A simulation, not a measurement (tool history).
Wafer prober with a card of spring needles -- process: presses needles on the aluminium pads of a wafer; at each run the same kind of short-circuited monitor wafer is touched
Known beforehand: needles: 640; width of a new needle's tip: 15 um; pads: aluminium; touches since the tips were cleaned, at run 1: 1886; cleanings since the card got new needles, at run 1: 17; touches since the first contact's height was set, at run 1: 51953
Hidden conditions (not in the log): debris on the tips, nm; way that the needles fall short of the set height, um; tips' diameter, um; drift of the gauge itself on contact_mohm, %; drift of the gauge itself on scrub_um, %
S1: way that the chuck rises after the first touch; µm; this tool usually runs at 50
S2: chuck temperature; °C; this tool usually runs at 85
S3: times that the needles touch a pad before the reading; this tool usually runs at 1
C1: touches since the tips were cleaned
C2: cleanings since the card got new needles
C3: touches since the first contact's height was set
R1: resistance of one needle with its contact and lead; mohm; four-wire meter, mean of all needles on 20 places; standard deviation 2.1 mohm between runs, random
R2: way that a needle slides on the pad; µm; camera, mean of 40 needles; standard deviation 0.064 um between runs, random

run    day  S1  S2  S3    C1  C2     C3   R1    R2
  1  0.000  50  85   1  1886  17  51953  250  8.19
     0.092  -- tips cleaned on abrasive film
     0.329  -- tips cleaned on abrasive film
  2  0.462  50  85   1  1474  19  57001  251  8.36
     0.567  -- tips cleaned on abrasive film
     0.796  -- tips cleaned on abrasive film
  3  0.938  50  85   2  1611  21  62209  240  8.28
     1.021  -- tips cleaned on abrasive film
     1.262  -- tips cleaned on abrasive film
  4  1.400  50  85   2  1519  23  67237  244  8.11
     1.508  -- tips cleaned on abrasive film
     1.729  -- tips cleaned on abrasive film
  5  1.850  50  85   2  1317  25  72138  243  8.20
     1.971  -- tips cleaned on abrasive film
     2.204  -- tips cleaned on abrasive film
  6  2.204  50  85   3     0  27  75976  232  8.09
     2.450  -- tips cleaned on abrasive film
  7  2.579  50  85   3  1411  28  80085  238  8.18
     2.683  -- tips cleaned on abrasive film
     2.921  -- tips cleaned on abrasive film
  8  3.092  50  92   2  1896  30  85685  250  8.00
     3.171  -- tips cleaned on abrasive film
  9  3.338  50  92   2  1854  31  88403  251  8.01
     3.396  -- height of the first contact set anew
     3.429  -- tips cleaned on abrasive film
     3.688  -- tips cleaned on abrasive film
 10  3.742  50  40   1   594  33   3738  232  7.68
     3.921  -- tips cleaned on abrasive film
     4.142  -- tips cleaned on abrasive film
 11  4.196  50  40   1   576  35   8674  238  7.64
     4.392  -- tips cleaned on abrasive film
     4.621  -- tips cleaned on abrasive film
 12  4.688  48  60   3   720  37  14046  229  7.19
     4.879  -- tips cleaned on abrasive film
 13  4.933  48  60   3   637  38  16764  233  7.25
     5.117  -- tips cleaned on abrasive film
     5.350  -- tips cleaned on abrasive film
 14  5.438  51  29   1   966  40  22253  241  7.66

Run by run, hidden condition taken away, random variation retained:
run   R1    R2
  1  227  8.46
  2  230  8.67
  3  228  8.62
  4  230  8.49
  5  231  8.61
  6  230  8.54
  7  229  8.65
  8  233  8.50
  9  233  8.52
 10  218  8.55
 11  223  8.54
 12  221  8.12
 13  226  8.18
 14  218  8.63
